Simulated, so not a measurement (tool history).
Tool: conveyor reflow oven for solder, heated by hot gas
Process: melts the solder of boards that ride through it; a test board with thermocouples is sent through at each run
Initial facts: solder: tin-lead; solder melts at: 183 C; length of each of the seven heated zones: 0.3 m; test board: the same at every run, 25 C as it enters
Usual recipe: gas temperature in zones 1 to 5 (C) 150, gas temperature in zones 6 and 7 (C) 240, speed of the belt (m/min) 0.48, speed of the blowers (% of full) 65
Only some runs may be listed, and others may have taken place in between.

run,hour,gas temperature in zones 1 to 5 (C),gas temperature in zones 6 and 7 (C),speed of the belt (m/min),speed of the blowers (% of full),highest temperature of the board (C),time above the solder's melting point (s)
1,0,150,240,0.48,65,225.7,66.5
2,37.5,150,240,0.48,65,226.2,66.4
3,81.3,150,240,0.48,65,225.5,66.4
4,107.3,150,240,0.48,65,226,66.5
5,141.3,150,240,0.48,65,225.8,66.4
6,172.1,150,240,0.48,65,225.9,66.4
# hour 206.2: flux residue cleaned out of gas plates and filters
7,219.3,150,240,0.464,65,226.8,69.4
# hour 255.1: belt drive overhauled, speed set with a stopwatch
8,255.4,150,240,0.48,65,225.8,66.3
9,284.6,150,244,0.48,65,229.2,68.4
10,310.3,150,244,0.48,65,229.4,68.3
11,346.6,150,244,0.48,65,229.3,68.3
12,376.7,150,240,0.48,65,225.9,66.5
13,410.8,150,240,0.48,65,226.4,66.4
14,453.8,150,240,0.48,65,225.6,66.3
15,481.9,159,240,0.48,65,227.9,71.2
# hour 514.2: flux residue cleaned out of gas plates and filters
# hour 516.2: thermocouples of zones 6 and 7 changed
16,516.2,149,245,0.48,65,230.2,68.2
17,535.5,150,240,0.48,83,229.6,68.5
18,559.6,150,240,0.48,83,229.5,68.4
19,600.2,147,234,0.48,62,219.3,61.2
20,632.8,153,240,0.48,67,226.9,68.4
21,662.7,150,234,0.492,73,221.5,62.4
22,682,150,254,0.48,56,235.5,71.5
23,725.5,150,254,0.472,58,236.8,73.4
24,766.5,147,232,0.456,65,220.1,65.1
25,807.1,139,228,0.58,65,207.6,38.7
# hour 821.5: flux residue cleaned out of gas plates and filters
26,854.8,150,232,0.48,65,218.7,62.3
27,881.3,150,232,0.48,65,218.4,62.2
28,916,147,240,0.434,65,228,73.9

Forecast run 29:
29,944.7,147,240,0.434,65,?,?

{"run 29": {"highest temperature of the board (C)": 228.1, "time above the solder's melting point (s)": 73.9}}
With no hidden state in the tool, this same run would have given highest temperature of the board (C) 228.1, time above the solder's melting point (s) 73.9.

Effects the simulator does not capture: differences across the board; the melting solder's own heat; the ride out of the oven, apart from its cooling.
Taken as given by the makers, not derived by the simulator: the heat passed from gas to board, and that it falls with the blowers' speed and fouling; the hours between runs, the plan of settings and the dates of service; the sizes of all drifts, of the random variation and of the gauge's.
